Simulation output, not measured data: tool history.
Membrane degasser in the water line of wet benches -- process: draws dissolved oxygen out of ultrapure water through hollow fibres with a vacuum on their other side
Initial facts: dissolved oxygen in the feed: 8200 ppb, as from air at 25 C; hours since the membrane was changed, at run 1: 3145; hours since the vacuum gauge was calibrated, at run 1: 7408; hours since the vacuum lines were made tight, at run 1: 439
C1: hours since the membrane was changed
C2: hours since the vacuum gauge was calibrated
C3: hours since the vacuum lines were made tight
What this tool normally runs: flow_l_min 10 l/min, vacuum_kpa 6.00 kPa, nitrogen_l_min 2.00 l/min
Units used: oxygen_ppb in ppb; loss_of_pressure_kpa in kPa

run 1 day=0.000 | flow_l_min=10 vacuum_kpa=6.00 nitrogen_l_min=2.00 | C1=3145 C2=7408 C3=439 | oxygen_ppb=41.9 loss_of_pressure_kpa=45.74
run 2 day=4.400 | flow_l_min=10 vacuum_kpa=6.00 nitrogen_l_min=2.00 | C1=3251 C2=7513 C3=544 | oxygen_ppb=43.4 loss_of_pressure_kpa=45.80
run 3 day=7.988 | flow_l_min=10 vacuum_kpa=6.00 nitrogen_l_min=2.00 | C1=3337 C2=7599 C3=630 | oxygen_ppb=42.8 loss_of_pressure_kpa=45.76
run 4 day=10.771 | flow_l_min=10 vacuum_kpa=6.00 nitrogen_l_min=2.00 | C1=3404 C2=7666 C3=697 | oxygen_ppb=42.6 loss_of_pressure_kpa=46.19
run 5 day=13.579 | flow_l_min=11 vacuum_kpa=6.00 nitrogen_l_min=2.00 | C1=3471 C2=7733 C3=765 | oxygen_ppb=47.4 loss_of_pressure_kpa=50.67
run 6 day=17.312 | flow_l_min=13 vacuum_kpa=6.00 nitrogen_l_min=2.00 | C1=3561 C2=7823 C3=854 | oxygen_ppb=61.4 loss_of_pressure_kpa=59.56
run 7 day=22.233 | flow_l_min=10 vacuum_kpa=6.00 nitrogen_l_min=2.13 | C1=3679 C2=7941 C3=972 | oxygen_ppb=40.5 loss_of_pressure_kpa=46.07
run 8 day=25.450 | flow_l_min=10 vacuum_kpa=6.00 nitrogen_l_min=2.13 | C1=3756 C2=8018 C3=1050 | oxygen_ppb=41.3 loss_of_pressure_kpa=46.17
run 9 day=30.079 | flow_l_min=10 vacuum_kpa=6.00 nitrogen_l_min=2.13 | C1=3867 C2=8130 C3=1161 | oxygen_ppb=39.9 loss_of_pressure_kpa=45.98
run 10 day=33.692 | flow_l_min=10 vacuum_kpa=6.00 nitrogen_l_min=3.42 | C1=3954 C2=8216 C3=1247 | oxygen_ppb=27.9 loss_of_pressure_kpa=46.04
run 11 day=36.304 | flow_l_min=10 vacuum_kpa=6.00 nitrogen_l_min=3.42 | C1=4016 C2=8279 C3=1310 | oxygen_ppb=27.6 loss_of_pressure_kpa=46.03
run 12 day=39.012 | flow_l_min=10 vacuum_kpa=6.00 nitrogen_l_min=2.00 | C1=4081 C2=8344 C3=1375 | oxygen_ppb=42.4 loss_of_pressure_kpa=46.00
-- day=41.983 vacuum gauge calibrated
run 13 day=43.646 | flow_l_min=9 vacuum_kpa=6.00 nitrogen_l_min=2.00 | C1=4192 C2=40 C3=1486 | oxygen_ppb=40.7 loss_of_pressure_kpa=41.50
run 14 day=46.896 | flow_l_min=9 vacuum_kpa=7.47 nitrogen_l_min=2.00 | C1=4270 C2=118 C3=1564 | oxygen_ppb=57.6 loss_of_pressure_kpa=41.80
run 15 day=51.338 | flow_l_min=9 vacuum_kpa=7.47 nitrogen_l_min=2.00 | C1=4377 C2=225 C3=1670 | oxygen_ppb=56.7 loss_of_pressure_kpa=41.64
run 16 day=53.854 | flow_l_min=9 vacuum_kpa=7.47 nitrogen_l_min=2.00 | C1=4437 C2=285 C3=1731 | oxygen_ppb=57.4 loss_of_pressure_kpa=41.61
run 17 day=58.158 | flow_l_min=10 vacuum_kpa=10.63 nitrogen_l_min=2.94 | C1=4540 C2=388 C3=1834 | oxygen_ppb=73.3 loss_of_pressure_kpa=45.97
-- day=60.717 vacuum gauge calibrated, once more
run 18 day=60.717 | flow_l_min=12 vacuum_kpa=6.00 nitrogen_l_min=2.00 | C1=4601 C2=0 C3=1895 | oxygen_ppb=50.5 loss_of_pressure_kpa=55.93

Run 19 comes next. What will it give?
run 19 day=65.142 | flow_l_min=10 vacuum_kpa=6.00 nitrogen_l_min=2.36 | C1=4707 C2=106 C3=2001 | oxygen_ppb=? loss_of_pressure_kpa=?

oxygen_ppb: 34.4 ppb
loss_of_pressure_kpa: 46.22 kPa
On a tool with no hidden condition, and with the same random variation, this run would have come out at oxygen_ppb 32.7 ppb, loss_of_pressure_kpa 44.57 kPa.
